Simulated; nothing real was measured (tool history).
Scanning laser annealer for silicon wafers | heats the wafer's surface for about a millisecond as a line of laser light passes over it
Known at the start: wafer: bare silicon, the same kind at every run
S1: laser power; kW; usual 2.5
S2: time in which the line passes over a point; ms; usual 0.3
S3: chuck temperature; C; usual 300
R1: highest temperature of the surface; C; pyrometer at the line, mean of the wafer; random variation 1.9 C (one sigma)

Run 1, hour 0: usual settings. Result: R1 1086 C.
At hour 17.4: window over the wafer cleaned.
Run 2, hour 71.1: usual settings. Result: R1 1110 C.
Run 3, hour 124.9: usual settings. Result: R1 1110 C.
At hour 152.8: optics aligned, line set to its width.
Run 4, hour 179.2: usual settings. Result: R1 1125 C.
Run 5, hour 279.8: usual settings. Result: R1 1123 C.
Run 6, hour 380.5: usual settings but S3 314 C. Result: R1 1133 C.
Run 7, hour 438.5: usual settings but S3 333 C. Result: R1 1150 C.
Run 8, hour 488.8: usual settings. Result: R1 1115 C.
Run 9, hour 544.3: usual settings but S3 290 C. Result: R1 1102 C.
Run 10, hour 621.7: usual settings but S3 290 C. Result: R1 1103 C.
Run 11, hour 719.8: usual settings but S3 290 C. Result: R1 1100 C.
Run 12, hour 768.2: usual settings but S1 2.739 kW. Result: R1 1198 C.
Run 13, hour 834.1: usual settings but S3 274 C. Result: R1 1078 C.
Run 14, hour 920.4: usual settings but S3 274 C. Result: R1 1073 C.
Run 15, hour 1008.8: usual settings but S3 274 C. Result: R1 1073 C.
At hour 1033.1: window over the wafer cleaned.
Run 16, hour 1072: usual settings but S3 274 C. Result: R1 1100 C.
Run 17, hour 1172.7: usual settings but S3 290 C. Result: R1 1114 C.
Run 18, hour 1231.5: usual settings. Result: R1 1121 C.
Run 19, hour 1318: usual settings. Result: R1 1118 C.
Run 20, hour 1413.4: usual settings. Result: R1 1113 C.
Run 21, hour 1509.3: usual settings but S1 2.145 kW, S3 274 C. Result: R1 953 C.
Run 22, hour 1575.3: usual settings but S1 2.378 kW, S2 0.229 ms, S3 269 C. Result: R1 931 C.
Run 23, hour 1657.4: usual settings but S1 2.733 kW, S2 0.371 ms. Result: R1 1308 C.
Run 24, hour 1740.2: usual settings but S1 2.733 kW, S2 0.371 ms. Result: R1 1304 C.
Run 25, hour 1829.7: usual settings but S2 0.249 ms, S3 322 C. Result: R1 1047 C.
Run 26, hour 1888.9: usual settings but S2 0.242 ms, S3 282 C. Result: R1 993 C.
Run 27, hour 1940.5: usual settings but S1 2.183 kW, S2 0.247 ms, S3 271 C. Result: R1 884 C.
Run 28, hour 1990.9: usual settings but S1 2.183 kW, S2 0.247 ms, S3 271 C. Result: R1 883 C.
At hour 2047.6: window over the wafer cleaned.
Run 29, hour 2080.1: usual settings but S1 2.183 kW, S2 0.247 ms, S3 271 C. Result: R1 904 C.
Run 30, hour 2146.2: usual settings but S1 2.298 kW, S2 0.274 ms, S3 338 C. Result: R1 1051 C.
Run 31, hour 2236.9: usual settings but S1 2.298 kW, S2 0.274 ms, S3 338 C. Result: R1 1047 C.
Run 32, hour 2328.4: usual settings but S3 299 C. Result: R1 1118 C.
Run 33, hour 2419.6: usual settings but S1 2.159 kW, S2 0.284 ms, S3 299 C. Result: R1 967 C.
Run 34, hour 2482.8: usual settings but S2 0.242 ms, S3 279 C. Result: R1 1000 C.
Run 35, hour 2530.2: usual settings but S2 0.242 ms, S3 279 C. Result: R1 1002 C.
Run 36, hour 2579.7: usual settings but S1 2.743 kW, S2 0.242 ms, S3 312 C. Result: R1 1112 C.
Run 37, hour 2675.9: usual settings but S1 2.743 kW, S2 0.242 ms, S3 312 C. Result: R1 1113 C.
Run 38, hour 2776.9: usual settings but S1 2.743 kW, S2 0.242 ms, S3 296 C. Result: R1 1093 C.
Run 39, hour 2825.3: usual settings but S1 2.484 kW, S2 0.21 ms, S3 296 C. Result: R1 949 C.
At hour 2884.2: optics aligned, line set to its width.
Run 40, hour 2887.7: usual settings but S1 2.484 kW, S2 0.21 ms, S3 296 C. Result: R1 959 C.

The same runs without the tool's hidden state, with the same run-to-run variation:
The hidden state here: light that passes the window, % of a clean one's; laser's true power over the reading, %; width of the line over the set one, %; drift of the gauge itself on peak_c, C.
run    R1
  1  1120
  2  1118
  3  1120
  4  1122
  5  1122
  6  1136
  7  1155
  8  1121
  9  1109
 10  1113
 11  1112
 12  1214
 13  1095
 14  1092
 15  1095
 16  1096
 17  1113
 18  1122
 19  1122
 20  1120
 21   961
 22   940
 23  1326
 24  1325
 25  1065
 26  1012
 27   901
 28   902
 29   900
 30  1047
 31  1047
 32  1120
 33   971
 34  1006
 35  1009
 36  1122
 37  1126
 38  1109
 39   964
 40   964
